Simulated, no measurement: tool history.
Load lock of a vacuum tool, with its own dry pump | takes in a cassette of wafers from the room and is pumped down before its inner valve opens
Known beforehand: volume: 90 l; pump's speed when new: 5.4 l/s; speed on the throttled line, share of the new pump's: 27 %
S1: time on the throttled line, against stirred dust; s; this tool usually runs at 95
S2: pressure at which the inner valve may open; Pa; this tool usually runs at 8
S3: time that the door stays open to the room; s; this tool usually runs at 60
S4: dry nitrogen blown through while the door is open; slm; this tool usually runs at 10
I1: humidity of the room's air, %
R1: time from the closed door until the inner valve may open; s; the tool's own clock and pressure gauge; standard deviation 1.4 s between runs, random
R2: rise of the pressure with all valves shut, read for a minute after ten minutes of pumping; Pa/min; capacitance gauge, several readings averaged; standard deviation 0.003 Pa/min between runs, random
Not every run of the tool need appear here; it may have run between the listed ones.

Run 1, day 0.000: usual settings; I1 43.4. Result: R1 231.9 s, R2 0.328 Pa/min.
Run 2, day 3.496: usual settings; I1 44.6. Result: R1 233.0 s, R2 0.337 Pa/min.
Run 3, day 7.696: usual settings; I1 48.4. Result: R1 231.9 s, R2 0.340 Pa/min.
Run 4, day 9.546: usual settings; I1 44.1. Result: R1 232.0 s, R2 0.346 Pa/min.
Run 5, day 11.550: usual settings; I1 44.6. Result: R1 230.1 s, R2 0.344 Pa/min.
Run 6, day 14.700: usual settings; I1 45.9. Result: R1 233.6 s, R2 0.346 Pa/min.
Run 7, day 16.942: usual settings; I1 41.9. Result: R1 234.3 s, R2 0.351 Pa/min.
Run 8, day 20.500: usual settings; I1 43.7. Result: R1 231.0 s, R2 0.356 Pa/min.
Run 9, day 24.021: usual settings; I1 46.4. Result: R1 234.7 s, R2 0.353 Pa/min.
Run 10, day 28.133: usual settings; I1 44.3. Result: R1 232.9 s, R2 0.360 Pa/min.
Run 11, day 31.271: usual settings; I1 46.4. Result: R1 231.2 s, R2 0.372 Pa/min.
Run 12, day 34.042: usual settings but S2 9 Pa; I1 45.5. Result: R1 233.1 s, R2 0.373 Pa/min.
Run 13, day 37.771: usual settings but S2 9 Pa; I1 45.9. Result: R1 232.7 s, R2 0.374 Pa/min.
Run 14, day 40.862: usual settings but S2 6 Pa; I1 46.7. Result: R1 241.0 s, R2 0.382 Pa/min.
Run 15, day 44.696: usual settings but S2 6 Pa; I1 43.3. Result: R1 239.2 s, R2 0.394 Pa/min.
Run 16, day 48.692: usual settings but S2 6 Pa; I1 43.0. Result: R1 239.3 s, R2 0.385 Pa/min.
Run 17, day 52.962: usual settings but S2 6 Pa; I1 42.1. Result: R1 240.0 s, R2 0.400 Pa/min.
Run 18, day 55.221: usual settings; I1 43.4. Result: R1 233.5 s, R2 0.393 Pa/min.
Run 19, day 58.904: usual settings but S3 110 s, S4 8 slm; I1 43.0. Result: R1 234.6 s, R2 0.425 Pa/min.
Run 20, day 63.083: usual settings but S3 110 s, S4 8 slm; I1 46.5. Result: R1 233.6 s, R2 0.432 Pa/min.
Run 21, day 66.250: usual settings but S1 62 s, S2 9 Pa, S3 214 s, S4 31 slm; I1 44.8. Result: R1 209.4 s, R2 0.412 Pa/min.
At day 68.158: door's seal changed, seat wiped.
Run 22, day 69.767: usual settings but S1 110 s, S2 7 Pa; I1 45.8. Result: R1 247.4 s, R2 0.030 Pa/min.
Run 23, day 72.967: usual settings but S1 110 s, S2 7 Pa; I1 43.5. Result: R1 248.6 s, R2 0.032 Pa/min.
Run 24, day 74.800: usual settings but S1 110 s, S2 7 Pa, S3 228 s, S4 33 slm; I1 43.1. Result: R1 249.2 s, R2 0.047 Pa/min.
Run 25, day 77.775: usual settings but S1 144 s, S2 7 Pa, S3 40 s, S4 39 slm; I1 46.9. Result: R1 271.7 s, R2 0.016 Pa/min.
Run 26, day 80.275: usual settings but S1 63 s, S2 15 Pa, S3 40 s, S4 39 slm; I1 45.0. Result: R1 197.8 s, R2 0.017 Pa/min.
Run 27, day 82.738: usual settings but S1 65 s, S3 90 s; I1 41.7. Result: R1 213.2 s, R2 0.040 Pa/min.
Run 28, day 86.679: usual settings but S1 65 s, S2 15 Pa, S3 63 s; I1 46.6. Result: R1 202.8 s, R2 0.033 Pa/min.
Run 29, day 88.483: usual settings but S1 53 s, S2 10 Pa, S3 118 s; I1 42.3. Result: R1 200.4 s, R2 0.046 Pa/min.
Run 30, day 92.538: usual settings but S1 53 s, S2 10 Pa, S3 118 s; I1 48.2. Result: R1 201.1 s, R2 0.056 Pa/min.
Run 31, day 95.721: usual settings but S1 52 s, S2 10 Pa, S3 54 s, S4 32 slm; I1 49.9. Result: R1 200.4 s, R2 0.030 Pa/min.
Run 32, day 99.654: usual settings but S1 146 s, S2 9 Pa, S3 59 s, S4 14 slm; I1 47.3. Result: R1 273.5 s, R2 0.036 Pa/min.
Run 33, day 102.383: usual settings but S1 146 s, S2 9 Pa, S3 59 s, S4 14 slm; I1 44.4. Result: R1 268.3 s, R2 0.036 Pa/min.
Run 34, day 106.179: usual settings but S1 171 s, S2 6 Pa, S3 96 s, S4 6 slm; I1 43.7. Result: R1 295.3 s, R2 0.058 Pa/min.
Run 35, day 109.942: usual settings but S2 7 Pa; I1 47.3. Result: R1 237.4 s, R2 0.042 Pa/min.
Run 36, day 112.150: usual settings but S3 103 s; I1 46.2. Result: R1 234.0 s, R2 0.057 Pa/min.

Predict each of these 3 candidate next runs independently; none follows another, all start after run 36:
Run A, day 115.575: usual settings but S1 186 s, S3 101 s, S4 41 slm; I1 43.9. Result: R1 ?, R2 ?.
Run B, day 115.575: usual settings but S1 71 s, S2 11 Pa, S3 48 s; I1 48.2. Result: R1 ?, R2 ?.
Run C, day 115.575: usual settings but S4 33 slm; I1 45.1. Result: R1 ?, R2 ?.

run     R1     R2
  A  299.9  0.034
  B  212.6  0.044
  C  235.8  0.032
Without the tool's unlogged condition, the same runs would have read:
run     R1     R2
  A  292.7  0.022
  B  203.7  0.031
  C  227.0  0.020
